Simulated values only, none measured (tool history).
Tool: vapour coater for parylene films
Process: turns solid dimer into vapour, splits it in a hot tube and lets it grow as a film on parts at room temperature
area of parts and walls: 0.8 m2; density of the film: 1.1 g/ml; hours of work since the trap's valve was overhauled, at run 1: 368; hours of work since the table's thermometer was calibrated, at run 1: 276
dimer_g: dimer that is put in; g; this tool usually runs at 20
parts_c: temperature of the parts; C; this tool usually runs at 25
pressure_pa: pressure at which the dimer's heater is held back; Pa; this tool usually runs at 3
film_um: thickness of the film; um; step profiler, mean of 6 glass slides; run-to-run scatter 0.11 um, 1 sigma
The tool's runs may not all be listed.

| run | day | dimer_g | parts_c | pressure_pa | hours of work since the trap's valve was overhauled | hours of work since the table's thermometer was calibrated | film_um |
|---|---|---|---|---|---|---|---|
| 1 | 0 | 20 | 25 | 3 | 368 | 276 | 12.59 |
| 2 | 0.542 | 20 | 25 | 3 | 380 | 288 | 12.83 |
| 3 | 1.025 | 20 | 25 | 3 | 389 | 297 | 12.7 |
| 4 | 1.388 | 20 | 25 | 3 | 397 | 305 | 12.61 |
| 5 | 2.025 | 20 | 25 | 3 | 410 | 318 | 12.59 |
| 6 | 2.646 | 20 | 25 | 3 | 423 | 331 | 12.51 |
| 7 | 3.204 | 20 | 25 | 3.18 | 434 | 342 | 12.64 |
|  | 3.3 | table's thermometer calibrated |
| 8 | 4.021 | 28 | 25 | 3.18 | 450 | 15 | 17.39 |
| 9 | 4.396 | 28 | 25 | 2.07 | 458 | 22 | 18.12 |

Expected results for the next run?
| 10 | 4.817 | 28 | 25 | 2.07 | 466 | 31 | ? |

film_um: 18.09 um
With no hidden state in the tool, this same run would have given film_um 19.06 um.

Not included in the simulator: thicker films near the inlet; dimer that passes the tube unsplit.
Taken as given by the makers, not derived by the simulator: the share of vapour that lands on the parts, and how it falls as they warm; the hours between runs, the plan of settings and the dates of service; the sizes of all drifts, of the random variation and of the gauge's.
